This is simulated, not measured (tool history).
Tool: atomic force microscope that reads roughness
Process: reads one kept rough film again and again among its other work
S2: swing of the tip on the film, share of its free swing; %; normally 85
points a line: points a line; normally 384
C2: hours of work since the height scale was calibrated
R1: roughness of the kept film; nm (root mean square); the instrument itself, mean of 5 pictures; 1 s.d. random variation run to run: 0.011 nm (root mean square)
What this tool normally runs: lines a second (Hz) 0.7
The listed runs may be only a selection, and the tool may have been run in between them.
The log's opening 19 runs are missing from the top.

{"run": 20, "day": 6.438, "lines a second (Hz)": 1.326, "S2": 72, "points a line": 1022, "pictures with this tip": 82, "C2": 169, "R1": 2.587}
{"run": 21, "day": 6.838, "lines a second (Hz)": 1.326, "S2": 71, "points a line": 463, "pictures with this tip": 95, "C2": 175, "R1": 2.576}
{"run": 22, "day": 7.108, "lines a second (Hz)": 1.115, "S2": 73, "points a line": 934, "pictures with this tip": 103, "C2": 179, "R1": 2.617}
{"run": 23, "day": 7.538, "lines a second (Hz)": 1.069, "S2": 71, "points a line": 390, "pictures with this tip": 117, "C2": 186, "R1": 2.603}
{"run": 24, "day": 7.762, "lines a second (Hz)": 3.802, "S2": 82, "points a line": 384, "pictures with this tip": 124, "C2": 190, "R1": 2.161}
{"run": 25, "day": 8.008, "lines a second (Hz)": 3.802, "S2": 82, "points a line": 363, "pictures with this tip": 132, "C2": 193, "R1": 2.152}
{"run": 26, "day": 8.292, "lines a second (Hz)": 3.802, "S2": 82, "points a line": 363, "pictures with this tip": 141, "C2": 198, "R1": 2.156}
{"run": 27, "day": 8.571, "lines a second (Hz)": 2.536, "S2": 68, "points a line": 305, "pictures with this tip": 150, "C2": 202, "R1": 2.514}
{"run": 28, "day": 8.771, "lines a second (Hz)": 2.359, "S2": 76, "points a line": 948, "pictures with this tip": 157, "C2": 205, "R1": 2.443}
{"run": 29, "day": 9.046, "lines a second (Hz)": 0.549, "S2": 61, "points a line": 924, "pictures with this tip": 165, "C2": 210, "R1": 2.7}
{"run": 30, "day": 9.267, "lines a second (Hz)": 2.837, "S2": 56, "points a line": 985, "pictures with this tip": 172, "C2": 213, "R1": 2.618}
{"run": 31, "day": 9.683, "lines a second (Hz)": 2.837, "S2": 59, "points a line": 985, "pictures with this tip": 186, "C2": 220, "R1": 2.589}

4 options for the next run, each taken on its own from the tool as it stands now. Forecast them:
{"run": "A", "day": 10.067, "lines a second (Hz)": 2.837, "S2": 59, "points a line": 792, "pictures with this tip": 198, "C2": 226, "R1": "?"}
{"run": "B", "day": 10.067, "lines a second (Hz)": 0.7, "S2": 85, "points a line": 694, "pictures with this tip": 198, "C2": 226, "R1": "?"}
{"run": "C", "day": 10.067, "lines a second (Hz)": 3.884, "S2": 59, "points a line": 985, "pictures with this tip": 198, "C2": 226, "R1": "?"}
{"run": "D", "day": 10.067, "lines a second (Hz)": 2.837, "S2": 69, "points a line": 985, "pictures with this tip": 198, "C2": 226, "R1": "?"}

run=A R1=2.587
run=B R1=2.595
run=C R1=2.529
run=D R1=2.49
Had the tool no hidden state, the same runs would have come out as:
run=A R1=2.592
run=B R1=2.6
run=C R1=2.534
run=D R1=2.495

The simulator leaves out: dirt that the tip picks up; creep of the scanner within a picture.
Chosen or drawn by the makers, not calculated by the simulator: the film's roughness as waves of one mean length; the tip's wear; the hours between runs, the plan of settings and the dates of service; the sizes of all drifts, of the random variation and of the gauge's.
